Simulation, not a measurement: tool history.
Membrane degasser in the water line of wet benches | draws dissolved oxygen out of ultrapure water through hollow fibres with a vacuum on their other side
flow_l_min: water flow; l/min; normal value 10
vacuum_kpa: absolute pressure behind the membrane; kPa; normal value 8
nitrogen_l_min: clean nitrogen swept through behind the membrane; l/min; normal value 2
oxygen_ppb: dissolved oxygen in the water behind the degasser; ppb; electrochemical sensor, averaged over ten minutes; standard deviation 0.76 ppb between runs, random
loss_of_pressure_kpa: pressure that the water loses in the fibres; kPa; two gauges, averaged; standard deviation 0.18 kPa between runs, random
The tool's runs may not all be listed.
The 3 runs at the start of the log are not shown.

run,hour,flow_l_min,vacuum_kpa,nitrogen_l_min,hours since the membrane was changed,hours since the vacuum gauge was calibrated,hours since the vacuum lines were made tight,oxygen_ppb,loss_of_pressure_kpa
4,86.5,10,5.3,2,997,1705,1190,37.2,32.56
5,121.4,10,5.3,2,1032,1740,1225,37.9,33.29
6,162.8,10,8,3.05,1073,1782,1266,50.5,32.99
7,192.6,10,8,3.05,1103,1811,1296,51.1,32.93
8,240.1,10,8,3.05,1150,1859,1344,50.6,32.73
9,283.5,10,8,3.12,1194,1902,1387,50.4,33.22
10,316.5,10,14.49,2,1227,1935,1420,149.7,32.91
11,355.4,10,7.76,2,1266,1974,1459,68.5,32.12
12,399.4,10,9.2,2,1310,2018,1503,85,32.73
13,420.1,7,8,2,1330,2039,1524,44.3,22.97
14,457.5,10,6.7,2,1368,2076,1561,55.2,32.75
15,483.5,10,8,2,1394,2102,1587,72.1,32.9
16,522.4,10,8,2,1433,2141,1626,69.9,33.2
17,562.3,13,17.09,1.64,1472,2181,1666,296.8,43.07
18,587.2,13,11.34,4.05,1497,2206,1691,99.3,42.88
19,623.9,14,7.45,2,1534,2243,1727,118.1,46.44
20,655.3,14,7.45,2,1565,2274,1759,116.6,46.24
21,693.6,14,5.21,2,1604,2312,1797,77.8,46.42

Estimate the outcome of run 22 from the log above:
22,730.7,7,13.57,0.97,1641,2350,1834,?,?

Run 22 gave oxygen_ppb 185.7 ppb, loss_of_pressure_kpa 23.39 kPa.
With no hidden state in the tool, this same run would have given oxygen_ppb 179.2 ppb, loss_of_pressure_kpa 23.26 kPa.
